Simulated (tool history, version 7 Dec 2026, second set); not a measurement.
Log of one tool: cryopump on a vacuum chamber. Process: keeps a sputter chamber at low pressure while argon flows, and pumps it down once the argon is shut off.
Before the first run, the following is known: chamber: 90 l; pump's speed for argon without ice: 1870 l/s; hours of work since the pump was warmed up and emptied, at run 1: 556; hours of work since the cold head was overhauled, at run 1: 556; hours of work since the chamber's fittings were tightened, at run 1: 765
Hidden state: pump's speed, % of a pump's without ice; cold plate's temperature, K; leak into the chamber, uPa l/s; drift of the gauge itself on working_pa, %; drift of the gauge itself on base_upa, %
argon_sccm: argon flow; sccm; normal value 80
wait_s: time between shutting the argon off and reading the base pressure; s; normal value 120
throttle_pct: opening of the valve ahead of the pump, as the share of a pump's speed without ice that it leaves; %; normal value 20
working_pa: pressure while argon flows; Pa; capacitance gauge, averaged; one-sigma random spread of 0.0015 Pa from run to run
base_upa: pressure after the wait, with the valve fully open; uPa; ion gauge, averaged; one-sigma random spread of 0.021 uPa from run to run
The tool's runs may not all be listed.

run   hour  argon_sccm  wait_s  throttle_pct  hours of work since the pump was warmed up and emptied  hours of work since the cold head was overhauled  hours of work since the chamber's fittings were tightened  working_pa  base_upa
  1    0.0          80     120            20                                                     556                                               556                                                        765      0.3782      0.42
  2   43.7          80     120            49                                                     580                                               580                                                        789      0.1653      0.43
  3   71.3          80     120            49                                                     595                                               595                                                        804      0.1683      0.39
  4  103.9          80     120            49                                                     612                                               612                                                        821      0.1685      0.40
  5  162.9          80     120            49                                                     644                                               644                                                        853      0.1697      0.39
  6  190.1          80     120            49                                                     659                                               659                                                        868      0.1696      0.44
  7  241.3          99     120            20                                                     687                                               687                                                        896      0.4744      0.42
  8  293.8         137      57            55                                                     715                                               715                                                        924      0.2666      0.63
  9  328.1         122     142            20                                                     734                                               734                                                        943      0.5917      0.47
 10  383.2         119     142            49                                                     764                                               764                                                        973      0.2592      0.39
 11  435.7          60     148            49                                                     792                                               792                                                       1001      0.1312      0.42
 12  473.1         122      27            15                                                     812                                               812                                                       1021      0.7772      0.95
     482.0  -- pump warmed up, emptied and cooled again
 13  520.8          68      93            32                                                      21                                               835                                                       1044      0.1933      0.40
 14  578.5          68      93            32                                                      52                                               867                                                       1076      0.1933      0.42

Forecast each of these 4 alternatives for the next run:
  A  620.9          40      30            19                                                      75                                               890                                                       1099           ?         ?
  B  620.9         103     280            32                                                      75                                               890                                                       1099           ?         ?
  C  620.9          68     107            17                                                      75                                               890                                                       1099           ?         ?
  D  620.9          44     171            20                                                      75                                               890                                                       1099           ?         ?

run  working_pa  base_upa
  A      0.1920      0.83
  B      0.2968      0.32
  C      0.3639      0.42
  D      0.1999      0.35
Without the tool's unlogged condition, the same runs would have read:
run  working_pa  base_upa
  A      0.1904      0.77
  B      0.2926      0.26
  C      0.3612      0.36
  D      0.1982      0.28
